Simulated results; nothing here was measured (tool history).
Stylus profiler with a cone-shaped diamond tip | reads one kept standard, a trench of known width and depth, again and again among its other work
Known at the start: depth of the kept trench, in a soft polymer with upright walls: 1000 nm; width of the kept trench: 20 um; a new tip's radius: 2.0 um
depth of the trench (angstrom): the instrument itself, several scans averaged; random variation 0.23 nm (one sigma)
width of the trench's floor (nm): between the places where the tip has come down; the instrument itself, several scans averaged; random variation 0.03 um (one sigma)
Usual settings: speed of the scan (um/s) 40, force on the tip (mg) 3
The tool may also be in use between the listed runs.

run,hour,speed of the scan (um/s),force on the tip (mg),depth of the trench (angstrom),width of the trench's floor (nm)
1,0,40,3,10118.8,13420
2,85.8,40,1.43,10090,13310
3,167.2,44,3,10121,13300
# hour 211.1: height scale calibrated on a step standard
4,215.1,40,3,10085.9,13290
5,257.8,40,3,10079.6,13240
6,308.2,40,3,10081.8,13220
7,365.3,40,3,10085.8,13210
8,424.3,40,5.85,10129.2,13220
9,501.5,40,5.85,10134.3,13120
10,548.9,40,5.85,10135.9,13170
11,598.3,40,3,10091,12960
12,681.7,36,3,10094.5,13000
13,745.9,36,3,10091.6,13000
14,820.4,36,3,10096,12930
15,893.5,36,3,10100.2,12870
16,981.1,34,3,10097.4,12870
# hour 1041.8: new tip fitted, height scale calibrated
17,1051.2,40,3,10075.1,16250
18,1095.4,107,3,10078.1,16000
19,1155.2,40,3,10078.7,16160
20,1201.2,40,3,10080.1,16140
21,1254.5,39,3,10083.3,16070
22,1329.4,32,3,10082.1,16030
23,1400.4,19,3,10086.8,16000
24,1447.6,11,1.14,10051.2,15880
25,1488.2,28,1.28,10054.9,15830
26,1574.9,127,3.95,10105.9,15500
27,1619.4,127,3.95,10104.4,15440
28,1696.2,40,1.48,10059.5,15510
29,1761.7,114,3.95,10105.6,15300
30,1820.1,114,3.95,10109.9,15280
31,1883.6,114,3.95,10111.1,15190
32,1947.8,114,3.95,10114.7,15130
33,2013,114,3.95,10114.1,15060
34,2087.7,138,1.62,10072.4,14640
35,2126.9,138,1.62,10076.5,14620
36,2205.3,17,5.09,10134,15180
37,2282.8,48,6.21,10154.3,15070
38,2331.4,26,1.55,10081,14950
39,2403.7,40,1.5,10079.2,14870
40,2446.7,40,1.5,10078.9,14800
41,2522.2,39,1.45,10081.4,14750
42,2570.2,20,1.13,10076.2,14800
43,2609.7,42,3.73,10126.2,14790
44,2691.9,92,1.33,10086.5,14300
45,2769.7,40,1.18,10082.6,14530

5 ways to go on from here, each from the tool as it stands after run 45. What would each give?
# hour 2789.8: height scale calibrated on a step standard
A,2842.5,40,5.59,?,?
# hour 2789.8: height scale calibrated on a step standard
B,2842.5,19,3,?,?
# hour 2789.8: height scale calibrated on a step standard
C,2842.5,71,2.39,?,?
# hour 2789.8: height scale calibrated on a step standard
D,2842.5,142,2.21,?,?
# hour 2789.8: height scale calibrated on a step standard
E,2842.5,40,6.67,?,?

run,depth of the trench (angstrom),width of the trench's floor (nm)
A,10126.1,14540
B,10079.9,14630
C,10072.9,14450
D,10069.4,14070
E,10143.6,14610
Without the tool's hidden state the same runs would have given:
run,depth of the trench (angstrom),width of the trench's floor (nm)
A,10120.5,16370
B,10074.3,16460
C,10067.3,16280
D,10063.8,15900
E,10138,16440
